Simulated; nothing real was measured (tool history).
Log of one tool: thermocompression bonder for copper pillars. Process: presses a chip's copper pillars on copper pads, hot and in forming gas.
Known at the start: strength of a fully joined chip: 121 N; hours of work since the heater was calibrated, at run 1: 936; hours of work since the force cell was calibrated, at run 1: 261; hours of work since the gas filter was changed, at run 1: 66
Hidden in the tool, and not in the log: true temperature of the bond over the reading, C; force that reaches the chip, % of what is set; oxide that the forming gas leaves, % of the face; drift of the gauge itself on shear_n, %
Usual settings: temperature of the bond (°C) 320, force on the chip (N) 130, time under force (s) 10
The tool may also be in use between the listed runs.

run,day,temperature of the bond (°C),force on the chip (N),time under force (s),hours of work since the heater was calibrated,hours of work since the force cell was calibrated,hours of work since the gas filter was changed,force that shears a chip off (N)
1,0,320,130,10,936,261,66,78.1
2,0.471,320,130,10,942,267,72,77.1
3,0.996,320,130,10,949,273,79,75.5
4,1.45,320,130,10,955,279,84,76.8
5,1.862,320,130,10,960,284,90,74.8
6,2.296,320,130,10,965,290,95,75.7
7,2.554,320,130,10,969,293,98,75.8
8,2.992,320,130,25,974,299,104,96.1
9,3.242,320,130,25,977,302,107,95.1
10,3.596,320,130,25,982,306,112,96.2
11,3.825,294,130,10,985,309,114,54.8
12,4.192,294,130,10,989,314,119,55.1
13,4.525,294,130,10,994,318,123,55.9
# day 4.617: force cell calibrated
14,4.829,294,130,10,997,3,126,55.7
15,5.088,294,130,10,1000,6,130,54.2
16,5.338,320,130,10,1003,9,133,75.1
# day 5.817: force cell calibrated, once more
17,5.817,320,130,10,1008,0,138,76.5
18,6.062,320,130,10,1011,3,141,74.5
19,6.433,320,130,19,1016,8,146,89.2
20,6.817,320,130,10,1021,13,151,75
21,7.212,331,130,23,1026,18,156,100.2
22,7.567,302,149,10,1030,22,160,70.8
23,8.012,346,183,27,1036,28,166,116.4
24,8.438,312,84,5,1041,33,171,32.8
25,8.721,338,138,13,1045,37,175,97.2
26,9.004,338,138,13,1049,40,178,95.5
27,9.267,304,130,29,1052,44,182,84.3
28,9.517,313,130,10,1055,47,185,71
29,9.879,348,130,10,1060,51,189,94.8
30,10.171,348,130,10,1063,55,193,94.1
31,10.55,348,130,10,1068,60,198,93.4
32,10.979,320,92,23,1073,65,203,70.8
33,11.388,319,130,10,1079,70,208,74.3
34,11.667,319,130,10,1082,74,212,73.9
35,12.071,320,130,11,1087,79,217,76.9
36,12.429,320,130,11,1092,83,221,77
37,12.912,339,174,10,1098,90,228,100.3
38,13.275,304,137,10,1102,94,232,64.9
39,13.658,335,130,26,1107,99,237,101.4
40,13.983,299,193,30,1111,103,241,99

The same runs without the tool's hidden state, with the same run-to-run variation:
run,force that shears a chip off (N)
1,82.5
2,81.5
3,80.1
4,81.6
5,79.6
6,80.6
7,80.9
8,101.4
9,100.4
10,101.6
11,59.6
12,60
13,60.9
14,61.3
15,59.7
16,81.5
17,81.7
18,79.7
19,94.9
20,80.5
21,106.1
22,76.6
23,121.4
24,36.1
25,103.6
26,101.8
27,90.9
28,77.2
29,101.4
30,100.8
31,100.2
32,77.3
33,81.1
34,80.8
35,84.1
36,84.2
37,107.8
38,71.9
39,109.3
40,107.1
